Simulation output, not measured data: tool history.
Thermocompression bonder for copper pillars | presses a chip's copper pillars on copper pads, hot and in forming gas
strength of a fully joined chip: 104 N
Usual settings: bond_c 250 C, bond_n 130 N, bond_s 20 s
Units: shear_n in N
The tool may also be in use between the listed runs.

run    day  bond_c  bond_n  bond_s  shear_n
  1      0     250     130      20     69.5
  2  0.496     250     130      20     71.2
  3  0.921     250     130      20     69.9
  4  1.246     250     130      20     71.5
  5  1.558     250     130      20     71.3
  6  1.892     250     130      20     70.5
  7  2.475     250      90      20     61.4
  8  2.833     250      90      20     61.8
  9  3.325     250      90      20     60.8
 10  3.638     250     130      31     77.9
 11  4.225     250     130      31     78.8
 12  4.567     250      80      31     66.5
 13  4.958     271      80      31     81.2
 14  5.483     250     130      20     70.3
 15  5.996     248     130      20       67
 16  6.608     250     165      20     77.8
 17  7.208     250     165      20     76.1
 18  7.696     250     130      29     78.3
 19  7.971     250     130      29     77.8
 20  8.358     250     130      20     70.5
 21  8.858     250     130      20     70.1
 22  9.454     277     136      20     88.4
 23  9.812     250     130      17     67.4
 24   10.2     223     130      20     48.9
 25   10.7     272     168      20     90.4

Forecast run 26:
 26  11.075     272     168      20        ?

Run 26 gave shear_n 91 N.
Without the tool's hidden state the same run would have given shear_n 91.2 N.

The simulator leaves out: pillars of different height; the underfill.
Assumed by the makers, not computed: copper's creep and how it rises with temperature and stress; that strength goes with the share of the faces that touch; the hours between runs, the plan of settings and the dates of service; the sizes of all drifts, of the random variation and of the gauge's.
